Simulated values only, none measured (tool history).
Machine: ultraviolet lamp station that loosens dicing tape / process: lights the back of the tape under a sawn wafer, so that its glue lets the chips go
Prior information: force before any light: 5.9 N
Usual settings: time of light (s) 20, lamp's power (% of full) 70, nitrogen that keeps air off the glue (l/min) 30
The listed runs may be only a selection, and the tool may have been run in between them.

run,hour,time of light (s),lamp's power (% of full),nitrogen that keeps air off the glue (l/min),force that peels the tape off (N),light that reached the tape (J/m2)
1,0.0,20,70,30,1.191,2720
2,10.7,20,70,38,1.106,2740
3,20.1,26,70,30,0.811,3570
4,31.6,26,70,30,0.817,3480
5,36.4,26,70,30,0.791,3460
6,48.3,20,70,30,1.212,2730
7,60.1,32,80,14,0.610,4910
8,70.1,14,66,42,1.890,1810

Run 9, settings as shown, results not yet in. Your forecast:
9,78.6,20,96,21,?,?

force that peels the tape off (N): 0.862
light that reached the tape (J/m2): 3680
Without the tool's hidden state the same run would have given force that peels the tape off (N) 0.697, light that reached the tape (J/m2) 4180.
